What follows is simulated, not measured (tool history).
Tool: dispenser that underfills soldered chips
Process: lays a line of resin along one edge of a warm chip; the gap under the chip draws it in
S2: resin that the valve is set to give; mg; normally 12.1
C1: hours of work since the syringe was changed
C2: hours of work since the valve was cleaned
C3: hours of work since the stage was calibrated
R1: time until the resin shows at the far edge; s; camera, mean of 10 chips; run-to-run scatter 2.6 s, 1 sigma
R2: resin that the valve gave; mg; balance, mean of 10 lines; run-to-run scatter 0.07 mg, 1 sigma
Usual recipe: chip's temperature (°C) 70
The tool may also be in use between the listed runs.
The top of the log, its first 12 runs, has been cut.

At hour 92.9: new syringe of resin.
Run 13, hour 94.3: usual settings; C1 1; C2 82; C3 328. Result: R1 261.1 s, R2 11.3 mg.
Run 14, hour 101.4: usual settings; C1 5; C2 86; C3 333. Result: R1 351.1 s, R2 11.3 mg.
Run 15, hour 108.7: usual settings but chip's temperature (°C) 56; C1 10; C2 91; C3 338. Result: R1 990.4 s, R2 11.14 mg.
At hour 111.1: new syringe of resin.
Run 16, hour 117.2: usual settings; C1 4; C2 96; C3 343. Result: R1 307.5 s, R2 11.19 mg.
Run 17, hour 128.5: usual settings; C1 11; C2 103; C3 350. Result: R1 486.5 s, R2 10.99 mg.
At hour 129.7: new syringe of resin.
Run 18, hour 133.7: usual settings; C1 3; C2 106; C3 353. Result: R1 281.7 s, R2 11.03 mg.
Run 19, hour 139: usual settings but S2 11.9 mg; C1 6; C2 110; C3 357. Result: R1 349.6 s, R2 10.86 mg.
At hour 148.2: new syringe of resin.
Run 20, hour 148.3: usual settings but S2 11.9 mg; C1 0; C2 116; C3 362. Result: R1 249 s, R2 10.8 mg.
Run 21, hour 153.2: usual settings but chip's temperature (°C) 67, S2 12.4 mg; C1 3; C2 119; C3 366. Result: R1 349 s, R2 11.25 mg.
Run 22, hour 159.7: usual settings but chip's temperature (°C) 67, S2 12.4 mg; C1 7; C2 123; C3 370. Result: R1 444.4 s, R2 11.18 mg.
At hour 166.4: new syringe of resin.
Run 23, hour 169.8: usual settings but chip's temperature (°C) 76, S2 14.5 mg; C1 2; C2 129; C3 376. Result: R1 203.9 s, R2 12.86 mg.
At hour 172.2: dispensing valve cleaned and set on the balance.
Run 24, hour 177.5: usual settings but chip's temperature (°C) 82, S2 10.8 mg; C1 6; C2 3; C3 380. Result: R1 207.4 s, R2 10.69 mg.
At hour 185.3: new syringe of resin.
Run 25, hour 187.4: usual settings but chip's temperature (°C) 56, S2 11.8 mg; C1 1; C2 9; C3 386. Result: R1 565.7 s, R2 11.69 mg.
Run 26, hour 198: usual settings but chip's temperature (°C) 56, S2 11.8 mg; C1 8; C2 16; C3 393. Result: R1 871.2 s, R2 11.59 mg.
At hour 203.7: new syringe of resin.
Run 27, hour 207.6: usual settings but chip's temperature (°C) 56, S2 11.8 mg; C1 2; C2 22; C3 399. Result: R1 609.6 s, R2 11.56 mg.
Run 28, hour 214.4: usual settings but chip's temperature (°C) 64, S2 14.4 mg; C1 7; C2 27; C3 404. Result: R1 504.3 s, R2 14.05 mg.
Run 29, hour 220.2: usual settings but chip's temperature (°C) 79, S2 11.8 mg; C1 11; C2 30; C3 407. Result: R1 294.6 s, R2 11.36 mg.
At hour 221.7: new syringe of resin.
Run 30, hour 230.2: usual settings but chip's temperature (°C) 79, S2 11.8 mg; C1 5; C2 37; C3 413. Result: R1 208.7 s, R2 11.37 mg.
Run 31, hour 239: usual settings but chip's temperature (°C) 79, S2 10.7 mg; C1 11; C2 42; C3 419. Result: R1 304.1 s, R2 10.3 mg.
At hour 240.2: new syringe of resin.
Run 32, hour 248.4: usual settings but chip's temperature (°C) 71, S2 10.8 mg; C1 5; C2 48; C3 425. Result: R1 323 s, R2 10.31 mg.
At hour 258.2: new syringe of resin.
Run 33, hour 258.4: usual settings but chip's temperature (°C) 55, S2 12 mg; C1 0; C2 54; C3 431. Result: R1 569.3 s, R2 11.44 mg.
Run 34, hour 268.3: usual settings but chip's temperature (°C) 55, S2 12 mg; C1 6; C2 60; C3 437. Result: R1 802.3 s, R2 11.47 mg.
At hour 276.6: new syringe of resin.
Run 35, hour 278.5: usual settings but chip's temperature (°C) 71, S2 13 mg; C1 1; C2 67; C3 444. Result: R1 240.3 s, R2 12.36 mg.

Predict each of these 3 candidate next runs independently; none follows another, all start after run 35:
Run A, hour 283.8: usual settings but chip's temperature (°C) 80, S2 14.5 mg; C1 5; C2 70; C3 447. Result: R1 ?, R2 ?.
Run B, hour 283.8: usual settings but chip's temperature (°C) 78, S2 13.2 mg; C1 5; C2 70; C3 447. Result: R1 ?, R2 ?.
Run C, hour 283.8: usual settings but chip's temperature (°C) 56, S2 12 mg; C1 5; C2 70; C3 447. Result: R1 ?, R2 ?.

run     R1     R2
  A  185.2  13.54
  B  210.5  12.27
  C  683.4  11.31
Without the tool's hidden state the same runs would have given:
run     R1     R2
  A  148.5  14.43
  B  168.4  13.08
  C  547.7  12.05

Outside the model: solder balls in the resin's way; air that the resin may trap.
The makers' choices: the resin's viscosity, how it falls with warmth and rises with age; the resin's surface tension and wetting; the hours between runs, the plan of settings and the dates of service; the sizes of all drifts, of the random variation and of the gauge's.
